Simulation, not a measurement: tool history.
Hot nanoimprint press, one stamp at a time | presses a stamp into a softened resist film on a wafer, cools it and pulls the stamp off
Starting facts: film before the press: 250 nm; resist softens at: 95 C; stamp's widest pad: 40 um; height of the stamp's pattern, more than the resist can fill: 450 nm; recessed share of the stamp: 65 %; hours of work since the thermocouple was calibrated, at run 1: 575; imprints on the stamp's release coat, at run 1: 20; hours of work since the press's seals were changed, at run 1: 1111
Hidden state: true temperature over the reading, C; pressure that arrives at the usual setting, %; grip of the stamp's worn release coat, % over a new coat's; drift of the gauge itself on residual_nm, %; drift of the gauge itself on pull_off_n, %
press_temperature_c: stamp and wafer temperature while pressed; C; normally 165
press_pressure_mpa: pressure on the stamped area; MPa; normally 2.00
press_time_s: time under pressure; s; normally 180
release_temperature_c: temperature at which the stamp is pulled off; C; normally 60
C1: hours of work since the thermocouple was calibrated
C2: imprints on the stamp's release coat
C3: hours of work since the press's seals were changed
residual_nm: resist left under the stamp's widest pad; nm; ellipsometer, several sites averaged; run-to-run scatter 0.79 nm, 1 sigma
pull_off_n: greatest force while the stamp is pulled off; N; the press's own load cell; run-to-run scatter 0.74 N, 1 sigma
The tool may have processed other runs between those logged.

run 1 day=0.000 | press_temperature_c=165 press_pressure_mpa=2.00 press_time_s=180 release_temperature_c=60 | C1=575 C2=20 C3=1111 | residual_nm=88.4 pull_off_n=90.0
-- day=1.038 plate thermocouple calibrated
run 2 day=1.667 | press_temperature_c=165 press_pressure_mpa=2.00 press_time_s=180 release_temperature_c=54 | C1=10 C2=123 C3=1135 | residual_nm=104.5 pull_off_n=104.1
run 3 day=3.379 | press_temperature_c=165 press_pressure_mpa=2.00 press_time_s=180 release_temperature_c=54 | C1=37 C2=238 C3=1162 | residual_nm=103.0 pull_off_n=106.9
run 4 day=5.612 | press_temperature_c=165 press_pressure_mpa=2.00 press_time_s=228 release_temperature_c=60 | C1=72 C2=387 C3=1198 | residual_nm=92.6 pull_off_n=98.6
run 5 day=8.250 | press_temperature_c=162 press_pressure_mpa=2.00 press_time_s=228 release_temperature_c=60 | C1=114 C2=563 C3=1239 | residual_nm=109.0 pull_off_n=98.4
run 6 day=10.742 | press_temperature_c=162 press_pressure_mpa=2.00 press_time_s=228 release_temperature_c=60 | C1=153 C2=729 C3=1278 | residual_nm=106.3 pull_off_n=100.0
-- day=13.183 press's hydraulic seals changed and the load cell set to zero
run 7 day=13.183 | press_temperature_c=162 press_pressure_mpa=3.03 press_time_s=254 release_temperature_c=60 | C1=186 C2=870 C3=0 | residual_nm=81.6 pull_off_n=101.6
run 8 day=15.788 | press_temperature_c=162 press_pressure_mpa=3.03 press_time_s=254 release_temperature_c=60 | C1=227 C2=1044 C3=41 | residual_nm=80.5 pull_off_n=101.9
run 9 day=17.412 | press_temperature_c=155 press_pressure_mpa=2.00 press_time_s=180 release_temperature_c=46 | C1=253 C2=1153 C3=67 | residual_nm=159.3 pull_off_n=127.5
run 10 day=19.325 | press_temperature_c=176 press_pressure_mpa=1.46 press_time_s=177 release_temperature_c=56 | C1=283 C2=1280 C3=97 | residual_nm=60.7 pull_off_n=112.2
run 11 day=20.517 | press_temperature_c=176 press_pressure_mpa=1.46 press_time_s=177 release_temperature_c=56 | C1=302 C2=1360 C3=116 | residual_nm=61.2 pull_off_n=113.8
-- day=21.192 stamp cleaned and given a new release coat
run 12 day=21.912 | press_temperature_c=159 press_pressure_mpa=3.00 press_time_s=221 release_temperature_c=62 | C1=320 C2=49 C3=134 | residual_nm=101.5 pull_off_n=89.3

Take each entry between the runs: how does the hidden state at the last listed run before it differ from the hidden state at the first listed run after it?
Logged between run 1 and run 2: plate thermocouple calibrated (day 1.038)
  true temperature over the reading, C: 2.88 -> 0.02; pressure that arrives at the usual setting, %: 95.09 -> 94.96; grip of the stamp's worn release coat, % over a new coat's: 0.2 -> 1.2
  measured value less the no-hidden-state value, residual_nm: -12.8 -> +2.1 nm; pull_off_n: -4.5 -> +1.2 N
Logged between run 6 and run 7: press's hydraulic seals changed and the load cell set to zero (day 13.183)
  true temperature over the reading, C: 0.68 -> 0.83; pressure that arrives at the usual setting, %: 94.24 -> 100.17; grip of the stamp's worn release coat, % over a new coat's: 7.2 -> 8.6
  measured value less the no-hidden-state value, residual_nm: -1.3 -> -4.4 nm; pull_off_n: +5.7 -> +6.7 N
Logged between run 11 and run 12: stamp cleaned and given a new release coat (day 21.192)
  true temperature over the reading, C: 1.37 -> 1.46; pressure that arrives at the usual setting, %: 99.58 -> 99.49; grip of the stamp's worn release coat, % over a new coat's: 13.6 -> 0.5
  measured value less the no-hidden-state value, residual_nm: -4.4 -> -8.6 nm; pull_off_n: +11.3 -> -2.0 N

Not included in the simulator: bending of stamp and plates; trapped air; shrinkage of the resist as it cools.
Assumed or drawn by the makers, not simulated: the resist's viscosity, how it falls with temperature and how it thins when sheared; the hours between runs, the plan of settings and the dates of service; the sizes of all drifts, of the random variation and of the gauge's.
